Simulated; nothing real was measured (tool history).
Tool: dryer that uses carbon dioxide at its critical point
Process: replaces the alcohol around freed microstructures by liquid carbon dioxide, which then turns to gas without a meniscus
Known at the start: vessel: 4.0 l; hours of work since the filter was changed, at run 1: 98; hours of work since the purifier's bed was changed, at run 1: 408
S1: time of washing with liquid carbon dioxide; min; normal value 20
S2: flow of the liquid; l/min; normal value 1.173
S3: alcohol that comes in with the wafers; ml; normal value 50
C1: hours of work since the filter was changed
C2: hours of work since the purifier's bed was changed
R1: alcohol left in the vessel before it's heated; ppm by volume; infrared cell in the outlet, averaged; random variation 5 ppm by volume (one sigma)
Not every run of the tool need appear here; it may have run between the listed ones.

{"run": 1, "hour": 0.0, "S1": 20, "S2": 1.173, "S3": 50, "C1": 98, "C2": 408, "R1": 103}
{"run": 2, "hour": 14.0, "S1": 20, "S2": 1.173, "S3": 50, "C1": 106, "C2": 416, "R1": 121}
{"run": 3, "hour": 30.2, "S1": 20, "S2": 1.173, "S3": 50, "C1": 115, "C2": 426, "R1": 111}
{"run": 4, "hour": 45.9, "S1": 20, "S2": 1.173, "S3": 50, "C1": 124, "C2": 435, "R1": 115}
{"run": 5, "hour": 57.4, "S1": 18, "S2": 1.173, "S3": 50, "C1": 131, "C2": 441, "R1": 154}
{"run": 6, "hour": 74.0, "S1": 20, "S2": 1.173, "S3": 82, "C1": 140, "C2": 451, "R1": 147}
{"run": 7, "hour": 89.2, "S1": 20, "S2": 1.173, "S3": 82, "C1": 149, "C2": 460, "R1": 156}
{"run": 8, "hour": 99.4, "S1": 20, "S2": 1.173, "S3": 50, "C1": 155, "C2": 465, "R1": 117}
{"run": 9, "hour": 111.2, "S1": 20, "S2": 1.173, "S3": 50, "C1": 162, "C2": 472, "R1": 115}
{"run": 10, "hour": 129.4, "S1": 20, "S2": 1.73, "S3": 50, "C1": 172, "C2": 483, "R1": 72}
{"run": 11, "hour": 144.9, "S1": 20, "S2": 1.73, "S3": 50, "C1": 181, "C2": 492, "R1": 85}
{"run": 12, "hour": 163.7, "S1": 20, "S2": 1.173, "S3": 50, "C1": 192, "C2": 502, "R1": 136}
{"run": 13, "hour": 182.4, "S1": 14, "S2": 1.173, "S3": 50, "C1": 203, "C2": 513, "R1": 381}
{"run": 14, "hour": 196.0, "S1": 20, "S2": 1.173, "S3": 50, "C1": 211, "C2": 521, "R1": 133}
{"run": 15, "hour": 211.6, "S1": 20, "S2": 1.173, "S3": 50, "C1": 220, "C2": 530, "R1": 142}
{"run": 16, "hour": 219.7, "S1": 20, "S2": 1.173, "S3": 50, "C1": 224, "C2": 535, "R1": 129}
{"run": 17, "hour": 236.2, "S1": 28, "S2": 1.173, "S3": 50, "C1": 234, "C2": 544, "R1": 80}
{"run": 18, "hour": 246.1, "S1": 20, "S2": 1.173, "S3": 50, "C1": 240, "C2": 550, "R1": 144}
{"run": 19, "hour": 255.5, "S1": 20, "S2": 1.173, "S3": 50, "C1": 245, "C2": 555, "R1": 150}
{"run": 20, "hour": 270.7, "S1": 20, "S2": 1.173, "S3": 50, "C1": 254, "C2": 564, "R1": 139}
{"run": 21, "hour": 282.9, "S1": 13, "S2": 0.92, "S3": 75, "C1": 261, "C2": 571, "R1": 1413}
{"run": 22, "hour": 293.6, "S1": 20, "S2": 1.8, "S3": 68, "C1": 267, "C2": 577, "R1": 88}
{"run": 23, "hour": 311.0, "S1": 21, "S2": 1.34, "S3": 24, "C1": 277, "C2": 587, "R1": 101}
{"run": 24, "hour": 321.6, "S1": 16, "S2": 1.5, "S3": 42, "C1": 283, "C2": 594, "R1": 128}
{"run": 25, "hour": 340.7, "S1": 16, "S2": 1.173, "S3": 50, "C1": 294, "C2": 604, "R1": 286}
{"run": 26, "hour": 355.9, "S1": 23, "S2": 0.83, "S3": 74, "C1": 303, "C2": 613, "R1": 365}
{"run": 27, "hour": 374.9, "S1": 20, "S2": 0.83, "S3": 99, "C1": 314, "C2": 624, "R1": 750}
{"run": 28, "hour": 390.3, "S1": 24, "S2": 1.87, "S3": 55, "C1": 323, "C2": 633, "R1": 97}
{"run": 29, "hour": 405.6, "S1": 24, "S2": 1.87, "S3": 55, "C1": 332, "C2": 642, "R1": 86}
{"run": 30, "hour": 417.1, "S1": 24, "S2": 1.173, "S3": 50, "C1": 338, "C2": 649, "R1": 119}
{"run": 31, "hour": 426.1, "S1": 24, "S2": 1.173, "S3": 50, "C1": 343, "C2": 654, "R1": 123}
{"run": 32, "hour": 437.4, "S1": 24, "S2": 1.173, "S3": 50, "C1": 350, "C2": 660, "R1": 121}
{"run": 33, "hour": 452.4, "S1": 18, "S2": 1.173, "S3": 50, "C1": 358, "C2": 669, "R1": 224}
{"run": 34, "hour": 468.6, "S1": 29, "S2": 1.61, "S3": 114, "C1": 368, "C2": 678, "R1": 101}
{"run": 35, "hour": 482.6, "S1": 29, "S2": 1.61, "S3": 114, "C1": 376, "C2": 686, "R1": 100}
{"run": 36, "hour": 501.6, "S1": 21, "S2": 1.66, "S3": 94, "C1": 387, "C2": 697, "R1": 115}

The logged runs with the hidden state left out (each run's random variation unchanged):
The hidden state here: flow that reaches the vessel past the clogged filter, %; alcohol in the recycled carbon dioxide, ppm; drift of the gauge itself on alcohol_ppm, %.
run=1 R1=39
run=2 R1=55
run=3 R1=44
run=4 R1=46
run=5 R1=77
run=6 R1=69
run=7 R1=74
run=8 R1=41
run=9 R1=41
run=10 R1=3
run=11 R1=16
run=12 R1=52
run=13 R1=251
run=14 R1=46
run=15 R1=52
run=16 R1=39
run=17 R1=2
run=18 R1=51
run=19 R1=53
run=20 R1=41
run=21 R1=1086
run=22 R1=7
run=23 R1=13
run=24 R1=30
run=25 R1=146
run=26 R1=194
run=27 R1=472
run=28 R1=12
run=29 R1=0
run=30 R1=18
run=31 R1=21
run=32 R1=19
run=33 R1=84
run=34 R1=8
run=35 R1=5
run=36 R1=17
